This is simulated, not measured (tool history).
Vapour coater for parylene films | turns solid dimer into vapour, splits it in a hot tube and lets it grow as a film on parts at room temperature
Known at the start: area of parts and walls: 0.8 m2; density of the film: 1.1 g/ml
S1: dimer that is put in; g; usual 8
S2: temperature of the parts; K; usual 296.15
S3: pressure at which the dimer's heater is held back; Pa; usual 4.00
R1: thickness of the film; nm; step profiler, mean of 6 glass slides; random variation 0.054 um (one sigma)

{"run": 1, "hour": 0.0, "S1": 8, "S2": 296.15, "S3": 4.0, "R1": 6170}
{"run": 2, "hour": 26.4, "S1": 8, "S2": 296.15, "S3": 4.0, "R1": 6080}
{"run": 3, "hour": 48.6, "S1": 8, "S2": 290.15, "S3": 4.0, "R1": 6840}
{"run": 4, "hour": 70.6, "S1": 4, "S2": 290.15, "S3": 4.0, "R1": 3450}
{"run": 5, "hour": 99.2, "S1": 8, "S2": 296.15, "S3": 4.0, "R1": 6020}
{"run": 6, "hour": 116.1, "S1": 4, "S2": 296.15, "S3": 4.0, "R1": 2970}
{"run": 7, "hour": 133.1, "S1": 4, "S2": 296.15, "S3": 4.0, "R1": 3010}
{"run": 8, "hour": 146.8, "S1": 4, "S2": 296.15, "S3": 4.0, "R1": 2990}
{"run": 9, "hour": 162.3, "S1": 4, "S2": 296.15, "S3": 4.0, "R1": 2910}
{"run": 10, "hour": 177.7, "S1": 9, "S2": 296.15, "S3": 4.0, "R1": 6670}
{"run": 11, "hour": 209.0, "S1": 9, "S2": 296.15, "S3": 4.0, "R1": 6640}
{"hour": 231.7, "done": "trap's valve overhauled"}
{"run": 12, "hour": 232.6, "S1": 9, "S2": 296.15, "S3": 4.0, "R1": 6970}
{"run": 13, "hour": 255.6, "S1": 9, "S2": 296.15, "S3": 4.0, "R1": 6880}
{"run": 14, "hour": 286.9, "S1": 13, "S2": 296.15, "S3": 4.0, "R1": 9900}
{"run": 15, "hour": 316.3, "S1": 8, "S2": 296.15, "S3": 4.0, "R1": 6170}
{"run": 16, "hour": 346.4, "S1": 8, "S2": 296.15, "S3": 4.0, "R1": 6190}
{"run": 17, "hour": 364.3, "S1": 8, "S2": 296.15, "S3": 4.0, "R1": 6090}
{"run": 18, "hour": 393.3, "S1": 8, "S2": 296.15, "S3": 4.0, "R1": 6050}
{"run": 19, "hour": 406.8, "S1": 8, "S2": 296.15, "S3": 4.0, "R1": 6080}
{"run": 20, "hour": 437.0, "S1": 12, "S2": 296.15, "S3": 4.0, "R1": 9150}
{"run": 21, "hour": 462.2, "S1": 12, "S2": 296.15, "S3": 4.0, "R1": 9210}
{"run": 22, "hour": 487.7, "S1": 12, "S2": 296.15, "S3": 4.0, "R1": 9040}
{"run": 23, "hour": 503.5, "S1": 11, "S2": 292.15, "S3": 10.46, "R1": 7190}
{"run": 24, "hour": 521.9, "S1": 9, "S2": 298.15, "S3": 4.0, "R1": 6240}
{"run": 25, "hour": 553.4, "S1": 9, "S2": 298.15, "S3": 4.0, "R1": 6470}
{"run": 26, "hour": 579.9, "S1": 8, "S2": 304.15, "S3": 4.0, "R1": 4970}
{"run": 27, "hour": 601.9, "S1": 4, "S2": 295.15, "S3": 4.0, "R1": 2990}
{"run": 28, "hour": 623.3, "S1": 14, "S2": 298.15, "S3": 2.31, "R1": 10960}
{"run": 29, "hour": 644.9, "S1": 14, "S2": 298.15, "S3": 2.31, "R1": 11170}
{"hour": 669.0, "done": "trap's valve overhauled"}
{"run": 30, "hour": 669.0, "S1": 14, "S2": 298.15, "S3": 2.31, "R1": 11870}
{"run": 31, "hour": 683.2, "S1": 14, "S2": 298.15, "S3": 6.56, "R1": 9200}
{"run": 32, "hour": 705.1, "S1": 11, "S2": 296.15, "S3": 6.25, "R1": 7620}
{"run": 33, "hour": 719.0, "S1": 14, "S2": 305.15, "S3": 3.63, "R1": 9010}
{"run": 34, "hour": 737.8, "S1": 9, "S2": 305.15, "S3": 5.14, "R1": 5360}
{"run": 35, "hour": 768.3, "S1": 4, "S2": 300.15, "S3": 4.68, "R1": 2660}
{"run": 36, "hour": 786.8, "S1": 4, "S2": 294.15, "S3": 8.37, "R1": 2640}
{"run": 37, "hour": 804.5, "S1": 5, "S2": 296.15, "S3": 4.0, "R1": 3660}
{"run": 38, "hour": 829.3, "S1": 14, "S2": 290.15, "S3": 6.01, "R1": 10890}
{"run": 39, "hour": 842.4, "S1": 8, "S2": 298.15, "S3": 2.7, "R1": 6460}
{"run": 40, "hour": 860.8, "S1": 4, "S2": 303.15, "S3": 4.0, "R1": 2570}
{"run": 41, "hour": 886.5, "S1": 5, "S2": 291.15, "S3": 6.31, "R1": 3700}
{"run": 42, "hour": 916.5, "S1": 5, "S2": 291.15, "S3": 6.31, "R1": 3750}
{"run": 43, "hour": 938.7, "S1": 8, "S2": 294.15, "S3": 8.05, "R1": 5260}
{"run": 44, "hour": 952.5, "S1": 3, "S2": 301.15, "S3": 3.54, "R1": 2100}

Measured less the same run without the tool's hidden state. The same run-to-run variation is in both; the gauge's scatter may not be:
The hidden state here: vapour lost through the trap's worn valve, %; true temperature of the parts over the reading, C; drift of the gauge itself on film_um, %.
run=1 R1=-160
run=2 R1=-180
run=3 R1=-220
run=4 R1=-130
run=5 R1=-240
run=6 R1=-130
run=7 R1=-130
run=8 R1=-140
run=9 R1=-140
run=10 R1=-340
run=11 R1=-370
run=12 R1=-40
run=13 R1=-60
run=14 R1=-140
run=15 R1=-110
run=16 R1=-130
run=17 R1=-150
run=18 R1=-170
run=19 R1=-180
run=20 R1=-330
run=21 R1=-360
run=22 R1=-380
run=23 R1=-320
run=24 R1=-300
run=25 R1=-330
run=26 R1=-290
run=27 R1=-180
run=28 R1=-690
run=29 R1=-740
run=30 R1=-100
run=31 R1=-100
run=32 R1=-110
run=33 R1=-140
run=34 R1=-100
run=35 R1=-50
run=36 R1=-70
run=37 R1=-100
run=38 R1=-340
run=39 R1=-220
run=40 R1=-90
run=41 R1=-150
run=42 R1=-160
run=43 R1=-240
run=44 R1=-100

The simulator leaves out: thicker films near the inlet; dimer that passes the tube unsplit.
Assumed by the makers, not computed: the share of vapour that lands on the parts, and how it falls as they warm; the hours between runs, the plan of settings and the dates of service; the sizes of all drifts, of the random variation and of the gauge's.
